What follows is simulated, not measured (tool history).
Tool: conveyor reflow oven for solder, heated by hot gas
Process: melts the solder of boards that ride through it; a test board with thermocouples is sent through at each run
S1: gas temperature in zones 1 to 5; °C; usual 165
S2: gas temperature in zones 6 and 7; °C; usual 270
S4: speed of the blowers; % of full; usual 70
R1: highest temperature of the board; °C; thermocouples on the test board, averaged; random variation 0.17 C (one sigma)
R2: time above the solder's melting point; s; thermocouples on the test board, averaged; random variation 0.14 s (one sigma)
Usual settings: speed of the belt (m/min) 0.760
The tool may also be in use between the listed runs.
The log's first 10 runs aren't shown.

{"run": 11, "day": 5.212, "S1": 165, "S2": 270, "speed of the belt (m/min)": 0.659, "S4": 70, "R1": 255.0, "R2": 54.2}
{"run": 12, "day": 5.562, "S1": 165, "S2": 259, "speed of the belt (m/min)": 0.659, "S4": 70, "R1": 244.9, "R2": 47.1}
{"run": 13, "day": 5.942, "S1": 165, "S2": 259, "speed of the belt (m/min)": 0.659, "S4": 82, "R1": 246.7, "R2": 48.9}
{"run": 14, "day": 6.246, "S1": 165, "S2": 259, "speed of the belt (m/min)": 0.659, "S4": 82, "R1": 246.4, "R2": 48.8}
{"run": 15, "day": 6.796, "S1": 165, "S2": 259, "speed of the belt (m/min)": 0.659, "S4": 82, "R1": 246.3, "R2": 48.9}
{"run": 16, "day": 7.208, "S1": 165, "S2": 259, "speed of the belt (m/min)": 0.659, "S4": 82, "R1": 246.4, "R2": 48.6}
{"run": 17, "day": 7.875, "S1": 164, "S2": 259, "speed of the belt (m/min)": 0.659, "S4": 78, "R1": 245.9, "R2": 47.4}
{"run": 18, "day": 8.262, "S1": 174, "S2": 259, "speed of the belt (m/min)": 0.76, "S4": 88, "R1": 244.3, "R2": 42.5}
{"run": 19, "day": 8.6, "S1": 165, "S2": 282, "speed of the belt (m/min)": 0.883, "S4": 54, "R1": 247.9, "R2": 34.0}
{"run": 20, "day": 9.038, "S1": 165, "S2": 270, "speed of the belt (m/min)": 0.622, "S4": 54, "R1": 253.5, "R2": 55.8}
{"run": 21, "day": 9.342, "S1": 165, "S2": 270, "speed of the belt (m/min)": 0.622, "S4": 54, "R1": 253.3, "R2": 56.1}
{"run": 22, "day": 10.008, "S1": 168, "S2": 270, "speed of the belt (m/min)": 0.76, "S4": 64, "R1": 248.6, "R2": 42.4}
{"run": 23, "day": 10.438, "S1": 155, "S2": 281, "speed of the belt (m/min)": 0.78, "S4": 70, "R1": 255.2, "R2": 42.2}
{"run": 24, "day": 10.879, "S1": 165, "S2": 270, "speed of the belt (m/min)": 0.85, "S4": 69, "R1": 244.1, "R2": 33.4}
{"run": 25, "day": 11.208, "S1": 165, "S2": 261, "speed of the belt (m/min)": 0.784, "S4": 70, "R1": 240.1, "R2": 34.1}
{"run": 26, "day": 11.775, "S1": 165, "S2": 279, "speed of the belt (m/min)": 0.76, "S4": 70, "R1": 256.7, "R2": 46.6}
{"run": 27, "day": 12.483, "S1": 179, "S2": 276, "speed of the belt (m/min)": 0.76, "S4": 87, "R1": 259.6, "R2": 52.6}
{"run": 28, "day": 13.046, "S1": 179, "S2": 272, "speed of the belt (m/min)": 0.755, "S4": 87, "R1": 256.3, "R2": 51.2}
{"run": 29, "day": 13.779, "S1": 157, "S2": 272, "speed of the belt (m/min)": 0.755, "S4": 69, "R1": 248.6, "R2": 40.1}
{"run": 30, "day": 14.171, "S1": 157, "S2": 272, "speed of the belt (m/min)": 0.755, "S4": 69, "R1": 249.0, "R2": 39.8}
{"run": 31, "day": 14.571, "S1": 157, "S2": 272, "speed of the belt (m/min)": 0.755, "S4": 69, "R1": 248.5, "R2": 39.9}

Forecast each of these 4 alternatives for the next run:
{"run": "A", "day": 14.983, "S1": 163, "S2": 276, "speed of the belt (m/min)": 0.76, "S4": 69, "R1": "?", "R2": "?"}
{"run": "B", "day": 14.983, "S1": 152, "S2": 277, "speed of the belt (m/min)": 0.76, "S4": 59, "R1": "?", "R2": "?"}
{"run": "C", "day": 14.983, "S1": 153, "S2": 272, "speed of the belt (m/min)": 0.857, "S4": 69, "R1": "?", "R2": "?"}
{"run": "D", "day": 14.983, "S1": 175, "S2": 278, "speed of the belt (m/min)": 0.876, "S4": 69, "R1": "?", "R2": "?"}

run=A R1=253.0 R2=43.8
run=B R1=249.0 R2=38.3
run=C R1=242.0 R2=28.8
run=D R1=251.1 R2=39.1
Without the tool's hidden state the same runs would have given:
run=A R1=255.1 R2=45.1
run=B R1=251.2 R2=39.9
run=C R1=244.7 R2=30.9
run=D R1=253.4 R2=40.5

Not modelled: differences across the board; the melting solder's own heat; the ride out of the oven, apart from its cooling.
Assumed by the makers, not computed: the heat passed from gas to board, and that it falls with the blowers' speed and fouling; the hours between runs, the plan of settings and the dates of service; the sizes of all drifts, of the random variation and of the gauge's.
